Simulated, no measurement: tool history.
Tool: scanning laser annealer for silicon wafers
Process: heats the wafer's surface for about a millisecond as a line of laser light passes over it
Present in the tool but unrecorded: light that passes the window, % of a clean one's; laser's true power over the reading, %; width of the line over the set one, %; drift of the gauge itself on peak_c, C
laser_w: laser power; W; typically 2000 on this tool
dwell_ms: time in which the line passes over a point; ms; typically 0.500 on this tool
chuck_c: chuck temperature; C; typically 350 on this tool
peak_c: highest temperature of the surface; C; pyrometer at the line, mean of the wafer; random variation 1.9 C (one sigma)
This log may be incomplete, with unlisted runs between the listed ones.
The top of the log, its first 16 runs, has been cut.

run,day,laser_w,dwell_ms,chuck_c,hours of work since the window was cleaned,hours of work since the power meter was calibrated,hours of work since the optics were aligned,peak_c
# day 41.196: window over the wafer cleaned
17,42.121,2000,0.577,350,13,2492,1101,1193
18,44.500,2000,0.500,350,46,2525,1135,1130
19,46.092,2000,0.500,350,68,2547,1157,1129
20,48.300,2000,0.500,350,99,2578,1188,1128
21,51.167,1983,0.516,349,139,2618,1228,1124
22,52.725,2052,0.409,368,161,2640,1249,1086
23,56.550,2052,0.409,368,214,2693,1303,1078
24,59.496,2000,0.620,374,255,2734,1344,1232
25,61.450,2000,0.582,355,282,2761,1371,1181
# day 62.521: optics aligned, line set to its width
26,65.475,1908,0.500,338,336,2815,41,1072
27,67.854,1985,0.519,328,369,2848,74,1112
28,71.125,1762,0.595,350,414,2893,120,1071
29,74.667,1762,0.595,350,464,2943,169,1064
30,77.758,2058,0.603,314,507,2986,212,1191
31,79.450,1774,0.500,350,531,3009,236,1005
32,81.279,1859,0.385,366,556,3035,262,965
33,83.921,1971,0.385,345,593,3072,298,992
34,85.842,1942,0.547,387,620,3099,325,1152
35,88.338,2000,0.510,361,655,3133,360,1119
36,91.929,2000,0.500,313,705,3183,410,1058
37,94.812,2000,0.523,351,745,3224,450,1115
# day 96.554: window over the wafer cleaned
38,97.000,2000,0.523,351,6,3253,480,1171
39,98.554,2000,0.523,351,28,3275,501,1167
40,100.750,2035,0.508,323,58,3305,532,1144

Alternative continuations, all from the tool just after run 40; predict every row:
A,102.371,2035,0.366,379,81,3328,555,?
B,102.371,2027,0.425,350,81,3328,555,?
C,102.371,2102,0.530,358,81,3328,555,?
D,102.371,1822,0.500,350,81,3328,555,?

run,peak_c
A,1062
B,1087
C,1230
D,1051
Take away the tool's hidden state, keep each run's random variation, and the runs would have read:
run,peak_c
A,1075
B,1101
C,1247
D,1064
